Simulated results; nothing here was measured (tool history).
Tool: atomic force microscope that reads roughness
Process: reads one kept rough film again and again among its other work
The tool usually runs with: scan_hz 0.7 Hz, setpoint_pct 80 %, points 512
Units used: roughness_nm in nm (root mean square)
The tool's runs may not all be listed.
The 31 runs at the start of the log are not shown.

run   hour  scan_hz  setpoint_pct  points  roughness_nm
 32  303.2    0.713            82     921         2.255
 33    317    0.713            82     921         2.211
 34  329.1    0.713            82     921         2.177
 35  343.6     1.91            82     921         1.932
 36  356.8    3.339            82     921         1.692
 37  369.2    2.795            64     802         2.019
 38  378.9    2.795            64     802         1.994
 39    386    1.019            87     416          1.93
 40  396.5    0.955            66     416         2.075
 41  404.6    0.955            88     780         1.908
     409.4  -- new tip fitted
 42  411.1    3.772            72     512         2.029
 43  420.5    3.772            72     512         2.017
 44  430.2      0.7            80     285         2.266
 45  438.1      0.7            65     356         2.353
 46  446.5      0.7            65     356         2.313
 47    460      0.7            64     889         2.302

Consider 4 possible next runs. They are alternatives, not a sequence: every one starts from the tool as it was left by run 47. What does each give?
  A  469.2      0.7            72     889             ?
  B  469.2    3.299            78     512             ?
  C  469.2    0.904            63     462             ?
  D  469.2    1.135            80     342             ?

run  roughness_nm
  A         2.234
  B         1.829
  C         2.252
  D          2.09
The same runs, with their run-to-run variation unchanged, on a tool lacking any hidden condition would have given:
run  roughness_nm
  A         2.373
  B         1.942
  C         2.391
  D         2.219
